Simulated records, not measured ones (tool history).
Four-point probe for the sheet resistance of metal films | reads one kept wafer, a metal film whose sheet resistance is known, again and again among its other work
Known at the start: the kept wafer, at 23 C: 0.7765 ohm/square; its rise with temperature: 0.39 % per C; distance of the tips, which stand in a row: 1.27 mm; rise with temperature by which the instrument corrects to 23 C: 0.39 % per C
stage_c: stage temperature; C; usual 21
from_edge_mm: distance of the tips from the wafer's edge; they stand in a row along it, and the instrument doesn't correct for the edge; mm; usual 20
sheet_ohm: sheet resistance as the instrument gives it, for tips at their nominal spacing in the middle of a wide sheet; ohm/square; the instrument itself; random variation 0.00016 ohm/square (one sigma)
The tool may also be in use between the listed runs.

{"run": 1, "hour": 0.0, "stage_c": 21, "from_edge_mm": 20, "sheet_ohm": 0.778403}
{"run": 2, "hour": 32.0, "stage_c": 21, "from_edge_mm": 9, "sheet_ohm": 0.78482}
{"run": 3, "hour": 93.8, "stage_c": 21, "from_edge_mm": 9, "sheet_ohm": 0.785088}
{"run": 4, "hour": 166.1, "stage_c": 21, "from_edge_mm": 9, "sheet_ohm": 0.784858}
{"run": 5, "hour": 202.8, "stage_c": 21, "from_edge_mm": 9, "sheet_ohm": 0.784763}
{"run": 6, "hour": 278.7, "stage_c": 21, "from_edge_mm": 9, "sheet_ohm": 0.784773}
{"run": 7, "hour": 328.0, "stage_c": 21, "from_edge_mm": 20, "sheet_ohm": 0.778484}
{"run": 8, "hour": 360.4, "stage_c": 21, "from_edge_mm": 20, "sheet_ohm": 0.778491}
{"run": 9, "hour": 438.6, "stage_c": 21, "from_edge_mm": 20, "sheet_ohm": 0.778293}
{"run": 10, "hour": 493.9, "stage_c": 21, "from_edge_mm": 20, "sheet_ohm": 0.778113}
{"run": 11, "hour": 560.4, "stage_c": 21, "from_edge_mm": 8, "sheet_ohm": 0.787479}
{"run": 12, "hour": 624.2, "stage_c": 21, "from_edge_mm": 8, "sheet_ohm": 0.787287}
{"run": 13, "hour": 671.0, "stage_c": 21, "from_edge_mm": 14, "sheet_ohm": 0.780447}
{"run": 14, "hour": 706.1, "stage_c": 32, "from_edge_mm": 20, "sheet_ohm": 0.778939}
{"run": 15, "hour": 768.9, "stage_c": 32, "from_edge_mm": 20, "sheet_ohm": 0.778717}
{"run": 16, "hour": 832.0, "stage_c": 32, "from_edge_mm": 20, "sheet_ohm": 0.778954}
{"run": 17, "hour": 894.1, "stage_c": 21, "from_edge_mm": 11, "sheet_ohm": 0.782642}
{"run": 18, "hour": 940.1, "stage_c": 21, "from_edge_mm": 18, "sheet_ohm": 0.778989}
{"run": 19, "hour": 1006.8, "stage_c": 21, "from_edge_mm": 4, "sheet_ohm": 0.816814}
{"run": 20, "hour": 1076.3, "stage_c": 21, "from_edge_mm": 35, "sheet_ohm": 0.777436}
{"run": 21, "hour": 1115.4, "stage_c": 21, "from_edge_mm": 35, "sheet_ohm": 0.777835}
{"run": 22, "hour": 1180.0, "stage_c": 21, "from_edge_mm": 35, "sheet_ohm": 0.777815}
{"run": 23, "hour": 1231.5, "stage_c": 21, "from_edge_mm": 35, "sheet_ohm": 0.77759}
{"run": 24, "hour": 1277.0, "stage_c": 21, "from_edge_mm": 35, "sheet_ohm": 0.777522}
{"run": 25, "hour": 1349.9, "stage_c": 24, "from_edge_mm": 9, "sheet_ohm": 0.785492}
{"run": 26, "hour": 1429.6, "stage_c": 24, "from_edge_mm": 9, "sheet_ohm": 0.785355}
{"run": 27, "hour": 1472.4, "stage_c": 31, "from_edge_mm": 7, "sheet_ohm": 0.791137}
{"run": 28, "hour": 1523.9, "stage_c": 31, "from_edge_mm": 7, "sheet_ohm": 0.791077}
{"run": 29, "hour": 1574.7, "stage_c": 21, "from_edge_mm": 24, "sheet_ohm": 0.778577}
{"run": 30, "hour": 1637.5, "stage_c": 28, "from_edge_mm": 4, "sheet_ohm": 0.817568}
{"hour": 1643.1, "done": "stage's thermometer calibrated"}
{"run": 31, "hour": 1694.0, "stage_c": 28, "from_edge_mm": 4, "sheet_ohm": 0.81696}
{"run": 32, "hour": 1747.1, "stage_c": 31, "from_edge_mm": 12, "sheet_ohm": 0.782064}
{"hour": 1770.6, "done": "stage's thermometer calibrated, once more"}
{"run": 33, "hour": 1790.3, "stage_c": 30, "from_edge_mm": 7, "sheet_ohm": 0.791789}
{"run": 34, "hour": 1843.9, "stage_c": 18, "from_edge_mm": 23, "sheet_ohm": 0.779523}

The next listed run, before its measurement:
{"run": 35, "hour": 1887.6, "stage_c": 18, "from_edge_mm": 23, "sheet_ohm": "?"}

sheet_ohm: 0.779254 ohm/square
Without the tool's hidden state the same run would have given sheet_ohm 0.777473 ohm/square.
